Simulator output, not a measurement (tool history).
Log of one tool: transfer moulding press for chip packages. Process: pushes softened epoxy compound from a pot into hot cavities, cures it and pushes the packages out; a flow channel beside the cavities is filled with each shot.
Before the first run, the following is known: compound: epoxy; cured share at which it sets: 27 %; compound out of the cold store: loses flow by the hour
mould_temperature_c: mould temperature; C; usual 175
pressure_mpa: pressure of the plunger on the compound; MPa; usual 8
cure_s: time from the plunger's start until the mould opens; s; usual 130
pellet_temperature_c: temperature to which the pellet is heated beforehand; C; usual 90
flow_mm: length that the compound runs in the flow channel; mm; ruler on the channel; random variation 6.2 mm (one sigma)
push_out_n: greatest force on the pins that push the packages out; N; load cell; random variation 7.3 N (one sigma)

run	hour	mould_temperature_c	pressure_mpa	cure_s	pellet_temperature_c	incoming compound's hours out of the cold store	flow_mm	push_out_n
1	0	175	8	130	90	39.9	608	381
# hour 31.4: cavities cleaned with cleaning compound and waxed
# hour 65.9: plunger's sealing rings changed
2	74.3	175	8	130	90	41.8	650	420
# hour 94.4: cavities cleaned with cleaning compound and waxed
3	124	175	8	130	81	17.8	714	384
# hour 154.1: cavities cleaned with cleaning compound and waxed
4	174.9	175	8	130	81	35.3	660	374
# hour 213: cavities cleaned with cleaning compound and waxed
5	222.1	175	8	130	81	45	620	343
# hour 268.5: cavities cleaned with cleaning compound and waxed
6	292.2	175	8	131	81	33.4	656	359
# hour 323.4: cavities cleaned with cleaning compound and waxed
7	338.6	181	8	130	90	39.5	624	320
# hour 380.8: cavities cleaned with cleaning compound and waxed
8	401.4	181	8	130	90	15.5	668	336
# hour 436.2: cavities cleaned with cleaning compound and waxed
9	485.1	181	8	130	90	13.9	667	398
# hour 491.9: mould's thermocouples calibrated
# hour 493.4: cavities cleaned with cleaning compound and waxed
# hour 520.9: plunger's sealing rings changed
# hour 553.3: cavities cleaned with cleaning compound and waxed
10	553.3	181	8	130	90	40.2	637	274
11	604.1	181	8	130	90	31.5	645	388
# hour 613.7: cavities cleaned with cleaning compound and waxed
# hour 649.8: mould's thermocouples calibrated, once more
# hour 669.8: cavities cleaned with cleaning compound and waxed
12	679	175	8	130	90	21.4	679	351
# hour 729.9: cavities cleaned with cleaning compound and waxed
13	747.9	175	8	130	90	38	635	384
# hour 785.9: cavities cleaned with cleaning compound and waxed
14	813.6	175	8	130	90	32	649	409
# hour 845.1: cavities cleaned with cleaning compound and waxed
15	853.2	176	6.4	122	80	19.1	602	361
# hour 900.3: cavities cleaned with cleaning compound and waxed
16	900.5	182	7.68	122	90	11.7	658	271
# hour 956.1: cavities cleaned with cleaning compound and waxed
# hour 975.2: plunger's sealing rings changed
17	992	175	6.7	150	89	29.6	618	381
# hour 1013.5: cavities cleaned with cleaning compound and waxed
18	1058.8	175	6.7	136	86	37.4	598	416

Run 19 is up next; what results do you expect?
# hour 1067.4: cavities cleaned with cleaning compound and waxed
19	1110.4	175	6.7	136	86	39.2	?	?

{"run 19": {"flow_mm": 585, "push_out_n": 393}}
Had the tool carried no hidden state, the very same run would have given flow_mm 603 mm, push_out_n 292 N.

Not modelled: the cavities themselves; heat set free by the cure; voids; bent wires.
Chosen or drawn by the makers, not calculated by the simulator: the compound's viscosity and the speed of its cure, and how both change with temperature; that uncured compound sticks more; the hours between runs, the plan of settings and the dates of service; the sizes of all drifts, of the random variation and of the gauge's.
